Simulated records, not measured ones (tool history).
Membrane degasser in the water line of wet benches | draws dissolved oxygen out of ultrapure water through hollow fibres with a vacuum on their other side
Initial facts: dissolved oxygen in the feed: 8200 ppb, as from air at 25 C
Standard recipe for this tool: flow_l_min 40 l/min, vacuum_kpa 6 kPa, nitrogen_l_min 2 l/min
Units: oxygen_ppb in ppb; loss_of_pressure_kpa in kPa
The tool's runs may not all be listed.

{"run": 1, "hour": 0.0, "flow_l_min": 40, "vacuum_kpa": 6, "nitrogen_l_min": 2, "oxygen_ppb": 130.5, "loss_of_pressure_kpa": 46.4}
{"run": 2, "hour": 52.7, "flow_l_min": 40, "vacuum_kpa": 6, "nitrogen_l_min": 2, "oxygen_ppb": 131.4, "loss_of_pressure_kpa": 46.05}
{"run": 3, "hour": 87.8, "flow_l_min": 40, "vacuum_kpa": 6, "nitrogen_l_min": 3.56, "oxygen_ppb": 80.3, "loss_of_pressure_kpa": 46.63}
{"run": 4, "hour": 135.9, "flow_l_min": 42, "vacuum_kpa": 6, "nitrogen_l_min": 3.56, "oxygen_ppb": 83.1, "loss_of_pressure_kpa": 48.84}
{"run": 5, "hour": 197.5, "flow_l_min": 42, "vacuum_kpa": 6, "nitrogen_l_min": 3.56, "oxygen_ppb": 84.5, "loss_of_pressure_kpa": 48.52}
{"run": 6, "hour": 233.4, "flow_l_min": 42, "vacuum_kpa": 6, "nitrogen_l_min": 3.56, "oxygen_ppb": 83.2, "loss_of_pressure_kpa": 48.5}
{"run": 7, "hour": 264.1, "flow_l_min": 40, "vacuum_kpa": 10.09, "nitrogen_l_min": 2, "oxygen_ppb": 306.8, "loss_of_pressure_kpa": 46.49}
{"run": 8, "hour": 323.9, "flow_l_min": 40, "vacuum_kpa": 9.69, "nitrogen_l_min": 2, "oxygen_ppb": 285.8, "loss_of_pressure_kpa": 46.47}
{"run": 9, "hour": 376.9, "flow_l_min": 40, "vacuum_kpa": 4.59, "nitrogen_l_min": 2, "oxygen_ppb": 69.9, "loss_of_pressure_kpa": 46.22}
{"run": 10, "hour": 434.2, "flow_l_min": 40, "vacuum_kpa": 4.59, "nitrogen_l_min": 2, "oxygen_ppb": 69.3, "loss_of_pressure_kpa": 46.31}
{"run": 11, "hour": 460.6, "flow_l_min": 40, "vacuum_kpa": 4.59, "nitrogen_l_min": 2, "oxygen_ppb": 69.9, "loss_of_pressure_kpa": 46.78}
{"run": 12, "hour": 520.8, "flow_l_min": 40, "vacuum_kpa": 4.59, "nitrogen_l_min": 2, "oxygen_ppb": 70.5, "loss_of_pressure_kpa": 46.54}
{"run": 13, "hour": 552.9, "flow_l_min": 40, "vacuum_kpa": 5.43, "nitrogen_l_min": 2, "oxygen_ppb": 106.4, "loss_of_pressure_kpa": 46.56}
{"run": 14, "hour": 596.8, "flow_l_min": 30, "vacuum_kpa": 6, "nitrogen_l_min": 2, "oxygen_ppb": 102.2, "loss_of_pressure_kpa": 34.92}
{"run": 15, "hour": 625.5, "flow_l_min": 30, "vacuum_kpa": 6, "nitrogen_l_min": 2, "oxygen_ppb": 101.8, "loss_of_pressure_kpa": 34.64}
{"run": 16, "hour": 652.6, "flow_l_min": 30, "vacuum_kpa": 6, "nitrogen_l_min": 2, "oxygen_ppb": 102.5, "loss_of_pressure_kpa": 35.2}
{"run": 17, "hour": 681.5, "flow_l_min": 53, "vacuum_kpa": 4.01, "nitrogen_l_min": 0.98, "oxygen_ppb": 108.6, "loss_of_pressure_kpa": 61.98}
{"run": 18, "hour": 727.0, "flow_l_min": 53, "vacuum_kpa": 4.01, "nitrogen_l_min": 0.98, "oxygen_ppb": 109.9, "loss_of_pressure_kpa": 61.66}
{"run": 19, "hour": 754.3, "flow_l_min": 27, "vacuum_kpa": 6, "nitrogen_l_min": 1.05, "oxygen_ppb": 161, "loss_of_pressure_kpa": 31.3}
{"run": 20, "hour": 801.8, "flow_l_min": 26, "vacuum_kpa": 5.87, "nitrogen_l_min": 0.81, "oxygen_ppb": 185.1, "loss_of_pressure_kpa": 30.36}
{"run": 21, "hour": 837.5, "flow_l_min": 52, "vacuum_kpa": 14.33, "nitrogen_l_min": 1.4, "oxygen_ppb": 789.9, "loss_of_pressure_kpa": 60.36}
{"run": 22, "hour": 864.8, "flow_l_min": 52, "vacuum_kpa": 14.33, "nitrogen_l_min": 1.4, "oxygen_ppb": 793.5, "loss_of_pressure_kpa": 60.81}
{"run": 23, "hour": 896.5, "flow_l_min": 61, "vacuum_kpa": 14.33, "nitrogen_l_min": 2.23, "oxygen_ppb": 638.5, "loss_of_pressure_kpa": 71.4}
{"run": 24, "hour": 930.3, "flow_l_min": 40, "vacuum_kpa": 7.74, "nitrogen_l_min": 2, "oxygen_ppb": 210.4, "loss_of_pressure_kpa": 46.47}
{"run": 25, "hour": 965.7, "flow_l_min": 30, "vacuum_kpa": 7.74, "nitrogen_l_min": 1.17, "oxygen_ppb": 255, "loss_of_pressure_kpa": 34.85}
{"run": 26, "hour": 1020.9, "flow_l_min": 30, "vacuum_kpa": 7.74, "nitrogen_l_min": 1.17, "oxygen_ppb": 256.5, "loss_of_pressure_kpa": 34.95}
{"run": 27, "hour": 1046.9, "flow_l_min": 25, "vacuum_kpa": 5, "nitrogen_l_min": 2.29, "oxygen_ppb": 50.2, "loss_of_pressure_kpa": 29.12}
{"run": 28, "hour": 1102.5, "flow_l_min": 46, "vacuum_kpa": 5, "nitrogen_l_min": 2.29, "oxygen_ppb": 93.3, "loss_of_pressure_kpa": 53.82}
{"run": 29, "hour": 1147.0, "flow_l_min": 45, "vacuum_kpa": 5.35, "nitrogen_l_min": 3.36, "oxygen_ppb": 76.5, "loss_of_pressure_kpa": 52.69}
{"run": 30, "hour": 1173.9, "flow_l_min": 40, "vacuum_kpa": 11.33, "nitrogen_l_min": 2, "oxygen_ppb": 364.7, "loss_of_pressure_kpa": 46.79}
{"run": 31, "hour": 1236.4, "flow_l_min": 51, "vacuum_kpa": 10.8, "nitrogen_l_min": 2, "oxygen_ppb": 431.3, "loss_of_pressure_kpa": 59.41}
{"run": 32, "hour": 1271.3, "flow_l_min": 54, "vacuum_kpa": 10.8, "nitrogen_l_min": 1.46, "oxygen_ppb": 576.5, "loss_of_pressure_kpa": 62.75}

5 options for the next run, each taken on its own from the tool as it stands now. Forecast them:
{"run": "A", "hour": 1324.4, "flow_l_min": 31, "vacuum_kpa": 3.98, "nitrogen_l_min": 1.46, "oxygen_ppb": "?", "loss_of_pressure_kpa": "?"}
{"run": "B", "hour": 1324.4, "flow_l_min": 40, "vacuum_kpa": 6, "nitrogen_l_min": 1.22, "oxygen_ppb": "?", "loss_of_pressure_kpa": "?"}
{"run": "C", "hour": 1324.4, "flow_l_min": 62, "vacuum_kpa": 10.8, "nitrogen_l_min": 1.46, "oxygen_ppb": "?", "loss_of_pressure_kpa": "?"}
{"run": "D", "hour": 1324.4, "flow_l_min": 54, "vacuum_kpa": 14.49, "nitrogen_l_min": 1.46, "oxygen_ppb": "?", "loss_of_pressure_kpa": "?"}
{"run": "E", "hour": 1324.4, "flow_l_min": 40, "vacuum_kpa": 4.54, "nitrogen_l_min": 2, "oxygen_ppb": "?", "loss_of_pressure_kpa": "?"}

run=A oxygen_ppb=44.8 loss_of_pressure_kpa=36.23
run=B oxygen_ppb=199.8 loss_of_pressure_kpa=46.57
run=C oxygen_ppb=641.2 loss_of_pressure_kpa=72.22
run=D oxygen_ppb=809.7 loss_of_pressure_kpa=63.01
run=E oxygen_ppb=68.9 loss_of_pressure_kpa=46.47
Without the tool's hidden state the same runs would have given:
run=A oxygen_ppb=36.4 loss_of_pressure_kpa=35.83
run=B oxygen_ppb=187.8 loss_of_pressure_kpa=46.05
run=C oxygen_ppb=626.1 loss_of_pressure_kpa=71.42
run=D oxygen_ppb=797.1 loss_of_pressure_kpa=62.31
run=E oxygen_ppb=60.8 loss_of_pressure_kpa=45.96
